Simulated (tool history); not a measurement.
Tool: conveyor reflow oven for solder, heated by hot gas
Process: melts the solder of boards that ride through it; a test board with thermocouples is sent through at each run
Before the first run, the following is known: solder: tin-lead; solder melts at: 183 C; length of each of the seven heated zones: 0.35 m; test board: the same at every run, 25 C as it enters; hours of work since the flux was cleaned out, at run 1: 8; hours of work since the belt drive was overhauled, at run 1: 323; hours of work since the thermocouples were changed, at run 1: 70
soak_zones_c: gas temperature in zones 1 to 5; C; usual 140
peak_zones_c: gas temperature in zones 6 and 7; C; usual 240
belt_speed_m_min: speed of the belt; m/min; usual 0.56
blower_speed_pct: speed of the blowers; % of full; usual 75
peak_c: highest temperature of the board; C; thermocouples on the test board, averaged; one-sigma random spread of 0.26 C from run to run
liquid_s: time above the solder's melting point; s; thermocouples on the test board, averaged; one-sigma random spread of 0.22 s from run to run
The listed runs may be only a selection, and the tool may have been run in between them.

run,hour,soak_zones_c,peak_zones_c,belt_speed_m_min,blower_speed_pct,hours of work since the flux was cleaned out,hours of work since the belt drive was overhauled,hours of work since the thermocouples were changed,peak_c,liquid_s
1,0,140,240,0.56,75,8,323,70,217.7,56.6
2,42.2,140,240,0.56,75,30,345,91,217.4,56.5
3,79.1,140,240,0.56,75,49,364,110,217.7,56.1
4,122.6,140,240,0.56,75,71,386,133,217,56.2
5,162.6,140,240,0.56,75,91,406,153,217.1,55.9
6,191.8,140,240,0.56,75,106,421,168,216.9,56
7,220.8,140,240,0.56,75,121,436,183,216.8,55.9
8,246,140,240,0.56,86,134,449,196,218.9,58.1
9,291.6,140,240,0.56,86,158,473,219,219.3,58.6
10,318.6,140,240,0.56,75,171,486,233,216.7,55.6
11,350.1,140,240,0.56,75,188,503,249,216.5,55.4
12,376.1,140,240,0.56,68,201,516,263,214.5,53.9
13,416.1,140,240,0.456,75,222,537,283,222.9,75.9
14,451.4,140,240,0.56,50,240,555,301,207.6,45.8
15,472.8,140,240,0.56,50,251,566,312,207.5,45.3
16,507,140,240,0.56,50,268,583,330,207.3,45.7
17,531.8,140,240,0.56,85,281,596,343,218,57.7
18,574.8,140,240,0.56,85,303,618,365,218.3,57.5
19,597.1,136,240,0.496,62,314,629,376,214.9,60.5
20,635.2,136,230,0.496,62,334,649,396,207.4,52.6
21,678.1,136,234,0.631,62,356,671,418,200.6,31.5
22,697.5,136,234,0.631,62,366,681,428,200.4,31.5
23,742.2,136,234,0.631,62,389,704,451,200,31.2
24,779,136,234,0.631,62,408,723,470,200,31.1
25,816.3,131,240,0.6,72,427,742,489,208.7,41.7
26,843,131,240,0.6,72,441,756,502,208.2,41.3
27,887,154,247,0.56,75,463,778,525,223.5,66.8
28,906.9,154,247,0.56,75,474,789,535,223.4,66.6
# hour 927.6: flux residue cleaned out of gas plates and filters
29,953.1,141,230,0.625,72,13,810,556,204.7,39.4
30,988.6,144,240,0.56,83,31,828,575,219.9,61.2
31,1032.5,140,248,0.64,75,54,850,597,217.6,49.9

For some of the steps in peak_c from one run to the next: how much would appear even if the tool had no hidden state, given the settings, what came in and random variation, and how much remains for the hidden state plus any gauge scatter that the measured result and the result without hidden state don't share?
Unlogged tool condition in this case: heat that the gas passes to the board, % of a clean oven's; belt's true speed, % of the reading; true gas temperature in zones 6 and 7 over the reading, C; drift of the gauge itself on peak_c, C; drift of the gauge itself on liquid_s, %.
Run 13 -> 14: belt_speed_m_min 0.456 -> 0.56, blower_speed_pct 75 -> 50. peak_c -15.3 C: hidden state +0.1, all else -15.4.
Run 16 -> 17: blower_speed_pct 50 -> 85. peak_c +10.7 C: hidden state -0.6, all else +11.3.
Run 24 -> 25: soak_zones_c 136 -> 131, peak_zones_c 234 -> 240, belt_speed_m_min 0.631 -> 0.6, blower_speed_pct 62 -> 72. peak_c +8.7 C: hidden state -0.5, all else +9.2.
Run 26 -> 27: soak_zones_c 131 -> 154, peak_zones_c 240 -> 247, belt_speed_m_min 0.6 -> 0.56, blower_speed_pct 72 -> 75. peak_c +15.3 C: hidden state +0.2, all else +15.1.
Run 28 -> 29: soak_zones_c 154 -> 141, peak_zones_c 247 -> 230, belt_speed_m_min 0.56 -> 0.625, blower_speed_pct 75 -> 72, flux residue cleaned out of gas plates and filters. peak_c -18.7 C: hidden state +2.8, all else -21.5.
